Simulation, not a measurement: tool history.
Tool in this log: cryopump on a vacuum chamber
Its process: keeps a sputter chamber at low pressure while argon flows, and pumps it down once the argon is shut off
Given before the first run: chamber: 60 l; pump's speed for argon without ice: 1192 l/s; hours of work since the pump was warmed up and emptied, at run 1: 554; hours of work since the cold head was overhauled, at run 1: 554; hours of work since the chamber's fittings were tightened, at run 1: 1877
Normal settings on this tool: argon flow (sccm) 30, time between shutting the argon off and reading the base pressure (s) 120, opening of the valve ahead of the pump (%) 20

run,hour,argon flow (sccm),time between shutting the argon off and reading the base pressure (s),opening of the valve ahead of the pump (%),hours of work since the pump was warmed up and emptied,hours of work since the cold head was overhauled,hours of work since the chamber's fittings were tightened,pressure while argon flows (Pa),pressure after the wait (uPa)
1,0.0,30,120,20,554,554,1877,0.2282,5.46
2,73.8,30,120,20,603,603,1925,0.2288,5.66
3,152.9,30,120,20,655,655,1978,0.2296,5.90
# hour 161.0: leaking fittings of the chamber tightened, without venting
4,215.7,30,286,20,695,695,36,0.2323,0.81
# hour 269.7: pump warmed up, emptied and cooled again
5,297.1,30,286,20,18,745,87,0.2147,0.74
6,355.3,30,286,20,57,784,125,0.2134,0.86
7,426.7,30,286,20,104,831,172,0.2144,0.92
8,520.9,30,286,20,166,893,234,0.2162,1.10
9,593.1,30,286,20,213,941,282,0.2180,1.20
10,680.4,30,286,20,271,998,340,0.2192,1.36
11,801.4,30,191,20,351,1078,419,0.2221,1.67
12,874.8,30,120,20,400,1127,468,0.2217,2.15
13,962.1,30,120,20,457,1184,526,0.2226,2.25
14,1035.4,40,178,20,505,1233,574,0.2999,2.21
15,1148.7,53,120,20,580,1308,649,0.4042,2.66
16,1226.8,20,120,19,632,1359,700,0.1621,2.91
17,1284.9,20,72,31,670,1397,739,0.1046,3.68
# hour 1369.5: pump warmed up, emptied and cooled again
18,1369.5,16,81,47,0,1450,791,0.0484,2.85
19,1486.2,13,119,34,77,1527,868,0.0554,2.59
20,1568.4,13,271,24,131,1581,923,0.0781,2.32
21,1644.5,30,120,28,182,1632,973,0.1570,2.91
22,1744.1,22,120,23,247,1697,1039,0.1413,3.17
23,1801.9,51,224,46,286,1735,1077,0.1706,2.88
24,1880.9,30,120,40,338,1788,1129,0.1148,3.38
25,1957.9,30,120,40,389,1838,1180,0.1164,3.50
26,2038.1,30,120,40,441,1891,1233,0.1183,3.78

Run by run, hidden condition taken away, random variation retained:
Hidden state present: pump's speed, % of a pump's without ice; cold plate's temperature, K; leak into the chamber, uPa l/s; drift of the gauge itself on working_pa, %; drift of the gauge itself on base_upa, %.
run,pressure while argon flows (Pa),pressure after the wait (uPa)
1,0.2138,1.03
2,0.2128,1.05
3,0.2116,1.04
4,0.2125,0.57
5,0.2139,0.56
6,0.2118,0.59
7,0.2117,0.56
8,0.2121,0.62
9,0.2128,0.60
10,0.2126,0.62
11,0.2131,0.74
12,0.2114,1.04
13,0.2104,1.01
14,0.2812,0.79
15,0.3748,1.03
16,0.1497,1.08
17,0.0910,1.60
18,0.0480,1.44
19,0.0544,1.05
20,0.0766,0.58
21,0.1524,1.04
22,0.1366,1.08
23,0.1578,0.69
24,0.1058,1.02
25,0.1059,1.02
26,0.1061,1.05
